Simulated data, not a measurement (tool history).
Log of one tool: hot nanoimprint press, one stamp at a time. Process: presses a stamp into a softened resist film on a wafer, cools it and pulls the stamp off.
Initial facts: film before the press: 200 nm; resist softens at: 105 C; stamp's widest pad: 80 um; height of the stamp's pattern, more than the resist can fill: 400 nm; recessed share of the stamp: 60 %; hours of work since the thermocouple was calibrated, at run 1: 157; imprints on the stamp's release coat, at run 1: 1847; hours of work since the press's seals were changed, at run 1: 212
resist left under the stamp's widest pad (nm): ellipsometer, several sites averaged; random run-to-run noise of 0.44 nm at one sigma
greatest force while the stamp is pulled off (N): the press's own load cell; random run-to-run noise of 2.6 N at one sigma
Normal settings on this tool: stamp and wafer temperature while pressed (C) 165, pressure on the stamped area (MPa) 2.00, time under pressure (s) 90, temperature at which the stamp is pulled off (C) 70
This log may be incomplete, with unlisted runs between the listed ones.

run	hour	stamp and wafer temperature while pressed (C)	pressure on the stamped area (MPa)	time under pressure (s)	temperature at which the stamp is pulled off (C)	hours of work since the thermocouple was calibrated	imprints on the stamp's release coat	hours of work since the press's seals were changed	resist left under the stamp's widest pad (nm)	greatest force while the stamp is pulled off (N)
1	0.0	165	2.00	90	70	157	1847	212	98.2	181
2	25.9	165	2.00	49	70	176	1939	231	121.8	186
3	45.4	165	2.31	49	70	190	2008	245	116.2	186
4	76.7	165	2.31	49	70	213	2119	268	115.7	188
# hour 117.5: stamp cleaned and given a new release coat
5	124.8	165	2.31	49	70	243	26	298	116.3	119
6	160.7	165	2.02	49	70	269	153	325	121.9	131
7	199.9	165	2.00	90	65	298	292	353	99.5	143
8	217.6	165	2.00	90	65	311	355	366	98.6	143
9	239.2	165	2.00	90	70	326	432	382	99.6	137
10	264.5	165	2.00	90	70	345	522	400	98.7	143
11	304.1	153	2.00	90	70	374	662	429	155.4	141
12	331.2	165	2.00	48	70	393	758	448	124.3	146
13	363.7	165	2.00	48	70	417	874	472	124.0	148
14	400.3	165	2.00	48	70	443	1004	499	124.4	152
15	426.5	165	2.00	90	70	463	1097	518	100.4	148
16	454.1	164	1.99	76	70	483	1195	538	110.7	164
17	492.7	174	1.30	109	55	511	1332	566	74.6	209
18	524.8	167	1.85	61	60	534	1446	589	110.0	186
19	562.0	164	1.79	61	60	561	1578	616	124.5	206
20	588.6	174	1.46	165	61	580	1672	635	58.9	204
# hour 597.3: plate thermocouple calibrated
21	618.2	174	1.46	165	61	15	1767	655	56.9	201
22	643.7	167	2.47	90	58	34	1857	673	82.5	210
23	666.0	167	2.69	90	58	50	1936	689	78.9	215
24	706.2	175	2.69	68	65	79	2079	719	62.8	203
25	735.5	171	2.74	56	62	100	2183	740	80.4	213
# hour 757.7: stamp cleaned and given a new release coat
26	762.5	171	2.74	56	62	116	17	755	81.1	139
27	804.8	175	2.00	90	61	146	167	786	63.4	148
28	829.9	167	1.31	90	70	165	256	804	106.4	128
29	867.2	165	2.00	90	56	192	388	831	99.2	163
30	907.5	165	2.76	90	60	221	531	860	88.0	157

What if the next run were any one of these 3? Each begins from the tool's condition after run 30:
A	934.0	165	2.72	130	59	240	625	880	?	?
B	934.0	165	2.76	90	75	240	625	880	?	?
C	934.0	175	2.40	90	58	240	625	880	?	?

run	resist left under the stamp's widest pad (nm)	greatest force while the stamp is pulled off (N)
A	76.1	162
B	87.9	134
C	58.9	171
What these runs would have given with no unlogged condition in the tool:
run	resist left under the stamp's widest pad (nm)	greatest force while the stamp is pulled off (N)
A	72.3	141
B	83.7	116
C	56.1	148
